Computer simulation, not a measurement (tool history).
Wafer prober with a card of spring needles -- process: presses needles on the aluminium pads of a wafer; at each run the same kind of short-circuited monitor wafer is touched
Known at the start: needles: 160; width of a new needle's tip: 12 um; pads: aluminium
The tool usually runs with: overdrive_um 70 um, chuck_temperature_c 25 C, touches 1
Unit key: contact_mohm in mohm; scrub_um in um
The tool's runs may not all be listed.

{"run": 1, "hour": 0.0, "overdrive_um": 70, "chuck_temperature_c": 25, "touches": 1, "contact_mohm": 175, "scrub_um": 17.85}
{"hour": 3.7, "done": "tips cleaned on abrasive film"}
{"hour": 4.0, "done": "height of the first contact set anew"}
{"hour": 18.9, "done": "tips cleaned on abrasive film"}
{"hour": 33.4, "done": "tips cleaned on abrasive film"}
{"run": 2, "hour": 41.6, "overdrive_um": 70, "chuck_temperature_c": 25, "touches": 1, "contact_mohm": 176, "scrub_um": 17.89}
{"hour": 47.9, "done": "tips cleaned on abrasive film"}
{"hour": 63.8, "done": "tips cleaned on abrasive film"}
{"hour": 78.7, "done": "tips cleaned on abrasive film"}
{"run": 3, "hour": 85.7, "overdrive_um": 70, "chuck_temperature_c": 25, "touches": 1, "contact_mohm": 179, "scrub_um": 17.94}
{"hour": 93.8, "done": "tips cleaned on abrasive film"}
{"hour": 110.4, "done": "tips cleaned on abrasive film"}
{"hour": 126.6, "done": "tips cleaned on abrasive film"}
{"run": 4, "hour": 131.6, "overdrive_um": 70, "chuck_temperature_c": 25, "touches": 1, "contact_mohm": 180, "scrub_um": 17.91}
{"hour": 141.5, "done": "tips cleaned on abrasive film"}
{"hour": 157.3, "done": "tips cleaned on abrasive film"}
{"hour": 171.9, "done": "tips cleaned on abrasive film"}
{"run": 5, "hour": 171.9, "overdrive_um": 70, "chuck_temperature_c": 25, "touches": 1, "contact_mohm": 179, "scrub_um": 17.93}
{"hour": 189.0, "done": "tips cleaned on abrasive film"}
{"hour": 204.0, "done": "tips cleaned on abrasive film"}
{"run": 6, "hour": 204.7, "overdrive_um": 70, "chuck_temperature_c": 25, "touches": 1, "contact_mohm": 180, "scrub_um": 17.93}
{"hour": 216.9, "done": "height of the first contact set anew"}
{"hour": 218.9, "done": "tips cleaned on abrasive film"}
{"hour": 234.3, "done": "tips cleaned on abrasive film"}
{"run": 7, "hour": 241.0, "overdrive_um": 70, "chuck_temperature_c": 25, "touches": 1, "contact_mohm": 178, "scrub_um": 17.98}
{"hour": 250.8, "done": "tips cleaned on abrasive film"}
{"hour": 265.8, "done": "tips cleaned on abrasive film"}
{"run": 8, "hour": 274.2, "overdrive_um": 70, "chuck_temperature_c": 25, "touches": 1, "contact_mohm": 180, "scrub_um": 18}
{"hour": 283.6, "done": "tips cleaned on abrasive film"}
{"hour": 301.4, "done": "tips cleaned on abrasive film"}
{"run": 9, "hour": 304.1, "overdrive_um": 70, "chuck_temperature_c": 25, "touches": 1, "contact_mohm": 178, "scrub_um": 18}
{"hour": 316.9, "done": "tips cleaned on abrasive film"}
{"hour": 333.3, "done": "tips cleaned on abrasive film"}
{"run": 10, "hour": 341.0, "overdrive_um": 70, "chuck_temperature_c": 25, "touches": 1, "contact_mohm": 178, "scrub_um": 18.03}
{"hour": 348.2, "done": "tips cleaned on abrasive film"}
{"hour": 364.2, "done": "tips cleaned on abrasive film"}
{"run": 11, "hour": 377.0, "overdrive_um": 70, "chuck_temperature_c": 25, "touches": 1, "contact_mohm": 179, "scrub_um": 18.02}
{"hour": 380.6, "done": "tips cleaned on abrasive film"}
{"hour": 396.0, "done": "tips cleaned on abrasive film"}
{"run": 12, "hour": 402.4, "overdrive_um": 70, "chuck_temperature_c": 25, "touches": 1, "contact_mohm": 180, "scrub_um": 18.03}
{"hour": 412.5, "done": "tips cleaned on abrasive film"}
{"hour": 427.5, "done": "tips cleaned on abrasive film"}
{"hour": 427.8, "done": "height of the first contact set anew"}
{"run": 13, "hour": 431.4, "overdrive_um": 70, "chuck_temperature_c": 25, "touches": 1, "contact_mohm": 182, "scrub_um": 18.05}
{"hour": 445.7, "done": "tips cleaned on abrasive film"}
{"hour": 462.7, "done": "tips cleaned on abrasive film"}
{"run": 14, "hour": 466.1, "overdrive_um": 70, "chuck_temperature_c": 25, "touches": 1, "contact_mohm": 183, "scrub_um": 18.05}
{"hour": 478.9, "done": "tips cleaned on abrasive film"}
{"run": 15, "hour": 490.1, "overdrive_um": 70, "chuck_temperature_c": 27, "touches": 1, "contact_mohm": 181, "scrub_um": 18.09}
{"hour": 493.4, "done": "tips cleaned on abrasive film"}
{"hour": 509.0, "done": "tips cleaned on abrasive film"}
{"run": 16, "hour": 516.6, "overdrive_um": 70, "chuck_temperature_c": 38, "touches": 1, "contact_mohm": 181, "scrub_um": 18.06}
{"hour": 526.2, "done": "tips cleaned on abrasive film"}
{"hour": 541.7, "done": "tips cleaned on abrasive film"}
{"run": 17, "hour": 542.2, "overdrive_um": 70, "chuck_temperature_c": 38, "touches": 1, "contact_mohm": 184, "scrub_um": 18.09}
{"hour": 557.9, "done": "tips cleaned on abrasive film"}
{"run": 18, "hour": 566.3, "overdrive_um": 70, "chuck_temperature_c": 38, "touches": 1, "contact_mohm": 183, "scrub_um": 18.09}
{"hour": 573.5, "done": "tips cleaned on abrasive film"}
{"hour": 588.8, "done": "tips cleaned on abrasive film"}
{"hour": 606.5, "done": "tips cleaned on abrasive film"}
{"run": 19, "hour": 611.0, "overdrive_um": 57, "chuck_temperature_c": 30, "touches": 1, "contact_mohm": 184, "scrub_um": 14.73}
{"hour": 623.5, "done": "tips cleaned on abrasive film"}
{"hour": 637.8, "done": "tips cleaned on abrasive film"}
{"hour": 640.4, "done": "height of the first contact set anew"}
{"hour": 653.5, "done": "tips cleaned on abrasive film"}
{"run": 20, "hour": 655.3, "overdrive_um": 70, "chuck_temperature_c": 95, "touches": 1, "contact_mohm": 194, "scrub_um": 18.15}
{"hour": 668.8, "done": "tips cleaned on abrasive film"}
{"hour": 685.0, "done": "tips cleaned on abrasive film"}
{"run": 21, "hour": 687.9, "overdrive_um": 65, "chuck_temperature_c": 34, "touches": 2, "contact_mohm": 182, "scrub_um": 16.87}
{"hour": 699.7, "done": "tips cleaned on abrasive film"}
{"hour": 717.0, "done": "tips cleaned on abrasive film"}
{"run": 22, "hour": 717.0, "overdrive_um": 56, "chuck_temperature_c": 124, "touches": 2, "contact_mohm": 195, "scrub_um": 14.55}
{"hour": 727.5, "done": "gauge calibrated"}
{"hour": 732.2, "done": "tips cleaned on abrasive film"}
{"run": 23, "hour": 745.8, "overdrive_um": 56, "chuck_temperature_c": 124, "touches": 2, "contact_mohm": 202, "scrub_um": 14.3}
{"hour": 748.4, "done": "tips cleaned on abrasive film"}
{"hour": 763.6, "done": "tips cleaned on abrasive film"}
{"hour": 780.3, "done": "tips cleaned on abrasive film"}
{"run": 24, "hour": 781.7, "overdrive_um": 70, "chuck_temperature_c": 72, "touches": 1, "contact_mohm": 187, "scrub_um": 17.92}

Run 25, settings as shown, results not yet in. Your forecast:
{"hour": 797.0, "done": "tips cleaned on abrasive film"}
{"run": 25, "hour": 809.8, "overdrive_um": 70, "chuck_temperature_c": 72, "touches": 1, "contact_mohm": "?", "scrub_um": "?"}

contact_mohm: 189 mohm
scrub_um: 17.87 um
With no hidden state in the tool, this same run would have given contact_mohm 188 mohm, scrub_um 17.85 um.
